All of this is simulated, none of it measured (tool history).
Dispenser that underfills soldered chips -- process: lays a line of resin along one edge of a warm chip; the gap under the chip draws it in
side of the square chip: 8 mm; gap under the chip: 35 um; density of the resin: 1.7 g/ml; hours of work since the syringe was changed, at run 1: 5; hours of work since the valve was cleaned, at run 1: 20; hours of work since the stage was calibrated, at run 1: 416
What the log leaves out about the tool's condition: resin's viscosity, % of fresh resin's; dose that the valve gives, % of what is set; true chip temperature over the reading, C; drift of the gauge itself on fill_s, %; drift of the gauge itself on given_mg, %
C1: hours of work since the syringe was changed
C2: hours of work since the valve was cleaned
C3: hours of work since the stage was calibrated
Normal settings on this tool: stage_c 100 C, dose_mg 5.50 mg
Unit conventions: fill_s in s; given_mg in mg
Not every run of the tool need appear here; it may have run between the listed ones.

run 1 hour=0.0 | stage_c=100 dose_mg=5.50 | C1=5 C2=20 C3=416 | fill_s=47.8 given_mg=5.37
-- hour=8.0 new syringe of resin
run 2 hour=11.7 | stage_c=100 dose_mg=5.50 | C1=3 C2=29 C3=425 | fill_s=43.7 given_mg=5.27
-- hour=24.0 new syringe of resin
run 3 hour=25.1 | stage_c=89 dose_mg=5.50 | C1=1 C2=38 C3=434 | fill_s=61.7 given_mg=5.30
run 4 hour=32.5 | stage_c=100 dose_mg=5.50 | C1=6 C2=44 C3=440 | fill_s=53.5 given_mg=5.28
-- hour=39.8 new syringe of resin
run 5 hour=47.9 | stage_c=100 dose_mg=6.89 | C1=6 C2=55 C3=451 | fill_s=51.5 given_mg=6.51
-- hour=54.4 new syringe of resin
run 6 hour=56.1 | stage_c=100 dose_mg=6.89 | C1=1 C2=60 C3=456 | fill_s=38.7 given_mg=6.50
-- hour=69.3 new syringe of resin
run 7 hour=70.4 | stage_c=100 dose_mg=6.89 | C1=1 C2=70 C3=467 | fill_s=38.6 given_mg=6.44
run 8 hour=82.1 | stage_c=100 dose_mg=5.23 | C1=9 C2=79 C3=475 | fill_s=64.8 given_mg=4.89
-- hour=84.6 new syringe of resin
run 9 hour=93.2 | stage_c=91 dose_mg=5.50 | C1=6 C2=87 C3=483 | fill_s=75.9 given_mg=5.04
-- hour=99.7 new syringe of resin
run 10 hour=107.4 | stage_c=91 dose_mg=5.50 | C1=6 C2=97 C3=493 | fill_s=72.2 given_mg=5.01
-- hour=114.8 new syringe of resin
run 11 hour=118.4 | stage_c=91 dose_mg=5.50 | C1=3 C2=105 C3=501 | fill_s=60.8 given_mg=4.97
-- hour=127.2 dispensing valve cleaned and set on the balance
run 12 hour=129.7 | stage_c=91 dose_mg=5.50 | C1=10 C2=2 C3=508 | fill_s=88.3 given_mg=5.55
-- hour=131.3 new syringe of resin
run 13 hour=136.8 | stage_c=108 dose_mg=5.56 | C1=4 C2=7 C3=513 | fill_s=33.7 given_mg=5.54
run 14 hour=144.9 | stage_c=96 dose_mg=5.75 | C1=10 C2=13 C3=519 | fill_s=72.9 given_mg=5.67
-- hour=146.0 new syringe of resin
run 15 hour=156.0 | stage_c=104 dose_mg=6.23 | C1=7 C2=21 C3=527 | fill_s=45.9 given_mg=6.09
-- hour=161.8 new syringe of resin
run 16 hour=169.3 | stage_c=110 dose_mg=4.72 | C1=5 C2=30 C3=537 | fill_s=35.1 given_mg=4.55
-- hour=176.9 new syringe of resin
run 17 hour=176.9 | stage_c=112 dose_mg=5.50 | C1=0 C2=35 C3=542 | fill_s=23.6 given_mg=5.32
run 18 hour=185.5 | stage_c=111 dose_mg=6.25 | C1=6 C2=42 C3=548 | fill_s=32.3 given_mg=5.99
-- hour=191.6 new syringe of resin
run 19 hour=197.4 | stage_c=108 dose_mg=5.26 | C1=4 C2=50 C3=557 | fill_s=34.6 given_mg=5.04
-- hour=206.7 new syringe of resin
run 20 hour=209.2 | stage_c=92 dose_mg=5.26 | C1=2 C2=58 C3=565 | fill_s=56.5 given_mg=5.00
-- hour=221.6 new syringe of resin
run 21 hour=225.7 | stage_c=103 dose_mg=5.26 | C1=3 C2=70 C3=577 | fill_s=38.9 given_mg=4.93
-- hour=237.5 new syringe of resin
run 22 hour=239.0 | stage_c=101 dose_mg=5.62 | C1=1 C2=80 C3=586 | fill_s=36.2 given_mg=5.25
-- hour=253.4 new syringe of resin
run 23 hour=253.4 | stage_c=107 dose_mg=6.39 | C1=0 C2=90 C3=596 | fill_s=27.4 given_mg=5.83
run 24 hour=260.5 | stage_c=100 dose_mg=6.26 | C1=5 C2=95 C3=602 | fill_s=46.2 given_mg=5.70

3 ways to go on from here, each from the tool as it stands after run 24. What would each give?
-- hour=268.4 new syringe of resin
-- hour=273.8 stage's temperature calibrated
run A hour=275.2 | stage_c=107 dose_mg=6.99 | C1=4 C2=105 C3=1 | fill_s=? given_mg=?
-- hour=268.4 new syringe of resin
-- hour=273.8 stage's temperature calibrated
run B hour=275.2 | stage_c=100 dose_mg=6.65 | C1=4 C2=105 C3=1 | fill_s=? given_mg=?
-- hour=268.4 new syringe of resin
-- hour=273.8 stage's temperature calibrated
run C hour=275.2 | stage_c=100 dose_mg=6.67 | C1=4 C2=105 C3=1 | fill_s=? given_mg=?

run=A fill_s=39.3 given_mg=6.29
run=B fill_s=53.2 given_mg=6.02
run=C fill_s=53.5 given_mg=6.04
Stripped of hidden state, with their random variation kept, the same runs would have yielded:
run=A fill_s=30.7 given_mg=6.98
run=B fill_s=41.4 given_mg=6.67
run=C fill_s=41.6 given_mg=6.70

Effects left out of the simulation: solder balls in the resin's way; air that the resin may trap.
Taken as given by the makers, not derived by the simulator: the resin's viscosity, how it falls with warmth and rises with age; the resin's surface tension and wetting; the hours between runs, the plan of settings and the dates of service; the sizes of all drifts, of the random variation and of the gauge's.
